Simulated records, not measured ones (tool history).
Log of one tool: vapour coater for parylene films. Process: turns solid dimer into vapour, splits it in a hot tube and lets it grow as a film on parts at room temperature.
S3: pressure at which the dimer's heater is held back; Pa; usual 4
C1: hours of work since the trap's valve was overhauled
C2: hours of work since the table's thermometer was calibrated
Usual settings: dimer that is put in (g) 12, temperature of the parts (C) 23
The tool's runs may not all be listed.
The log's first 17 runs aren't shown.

run 18 hour=189.7 | dimer_that_is_put_in_(g)=13 temperature_of_the_parts_(C)=23 S3=4 | C1=118 C2=242 | thickness_of_the_film_(um)=7.9
run 19 hour=205.8 | dimer_that_is_put_in_(g)=13 temperature_of_the_parts_(C)=23 S3=4 | C1=126 C2=249 | thickness_of_the_film_(um)=7.85
run 20 hour=218.5 | dimer_that_is_put_in_(g)=17 temperature_of_the_parts_(C)=21 S3=2.44 | C1=131 C2=255 | thickness_of_the_film_(um)=11.1
run 21 hour=226.1 | dimer_that_is_put_in_(g)=6 temperature_of_the_parts_(C)=20 S3=9.01 | C1=135 C2=258 | thickness_of_the_film_(um)=3.73
run 22 hour=238.5 | dimer_that_is_put_in_(g)=10 temperature_of_the_parts_(C)=24 S3=5.44 | C1=140 C2=264 | thickness_of_the_film_(um)=5.79
run 23 hour=251.5 | dimer_that_is_put_in_(g)=9 temperature_of_the_parts_(C)=23 S3=4 | C1=146 C2=270 | thickness_of_the_film_(um)=5.38
run 24 hour=267 | dimer_that_is_put_in_(g)=15 temperature_of_the_parts_(C)=23 S3=2.71 | C1=154 C2=277 | thickness_of_the_film_(um)=9.49
run 25 hour=280.1 | dimer_that_is_put_in_(g)=15 temperature_of_the_parts_(C)=16 S3=2.32 | C1=159 C2=283 | thickness_of_the_film_(um)=11.12
run 26 hour=287.1 | dimer_that_is_put_in_(g)=12 temperature_of_the_parts_(C)=21 S3=8.76 | C1=163 C2=286 | thickness_of_the_film_(um)=7.24
run 27 hour=295.2 | dimer_that_is_put_in_(g)=12 temperature_of_the_parts_(C)=21 S3=8.76 | C1=166 C2=290 | thickness_of_the_film_(um)=7.28
run 28 hour=305.9 | dimer_that_is_put_in_(g)=12 temperature_of_the_parts_(C)=21 S3=8.76 | C1=171 C2=295 | thickness_of_the_film_(um)=7.28
run 29 hour=313.1 | dimer_that_is_put_in_(g)=20 temperature_of_the_parts_(C)=20 S3=8.76 | C1=175 C2=298 | thickness_of_the_film_(um)=12.27
run 30 hour=328.2 | dimer_that_is_put_in_(g)=6 temperature_of_the_parts_(C)=19 S3=8.76 | C1=181 C2=305 | thickness_of_the_film_(um)=3.76
run 31 hour=337.5 | dimer_that_is_put_in_(g)=6 temperature_of_the_parts_(C)=19 S3=8.76 | C1=186 C2=309 | thickness_of_the_film_(um)=3.86
run 32 hour=349.2 | dimer_that_is_put_in_(g)=6 temperature_of_the_parts_(C)=19 S3=8.76 | C1=191 C2=315 | thickness_of_the_film_(um)=3.78
run 33 hour=358.2 | dimer_that_is_put_in_(g)=17 temperature_of_the_parts_(C)=23 S3=3.16 | C1=195 C2=319 | thickness_of_the_film_(um)=10.48
run 34 hour=374.5 | dimer_that_is_put_in_(g)=17 temperature_of_the_parts_(C)=23 S3=3.16 | C1=203 C2=326 | thickness_of_the_film_(um)=10.63
run 35 hour=381.3 | dimer_that_is_put_in_(g)=17 temperature_of_the_parts_(C)=23 S3=3.16 | C1=206 C2=329 | thickness_of_the_film_(um)=10.51
run 36 hour=388.2 | dimer_that_is_put_in_(g)=17 temperature_of_the_parts_(C)=25 S3=3.16 | C1=209 C2=332 | thickness_of_the_film_(um)=9.95

4 ways to go on from here, each from the tool as it stands after run 36. What would each give?
run A hour=402.1 | dimer_that_is_put_in_(g)=5 temperature_of_the_parts_(C)=22 S3=7.24 | C1=215 C2=339 | thickness_of_the_film_(um)=?
run B hour=402.1 | dimer_that_is_put_in_(g)=10 temperature_of_the_parts_(C)=25 S3=10.12 | C1=215 C2=339 | thickness_of_the_film_(um)=?
run C hour=402.1 | dimer_that_is_put_in_(g)=12 temperature_of_the_parts_(C)=23 S3=3.11 | C1=215 C2=339 | thickness_of_the_film_(um)=?
run D hour=402.1 | dimer_that_is_put_in_(g)=21 temperature_of_the_parts_(C)=23 S3=3.6 | C1=215 C2=339 | thickness_of_the_film_(um)=?

run=A thickness_of_the_film_(um)=2.96
run=B thickness_of_the_film_(um)=5.33
run=C thickness_of_the_film_(um)=7.43
run=D thickness_of_the_film_(um)=12.77
Without the tool's hidden state the same runs would have given:
run=A thickness_of_the_film_(um)=2.97
run=B thickness_of_the_film_(um)=5.35
run=C thickness_of_the_film_(um)=7.45
run=D thickness_of_the_film_(um)=12.82

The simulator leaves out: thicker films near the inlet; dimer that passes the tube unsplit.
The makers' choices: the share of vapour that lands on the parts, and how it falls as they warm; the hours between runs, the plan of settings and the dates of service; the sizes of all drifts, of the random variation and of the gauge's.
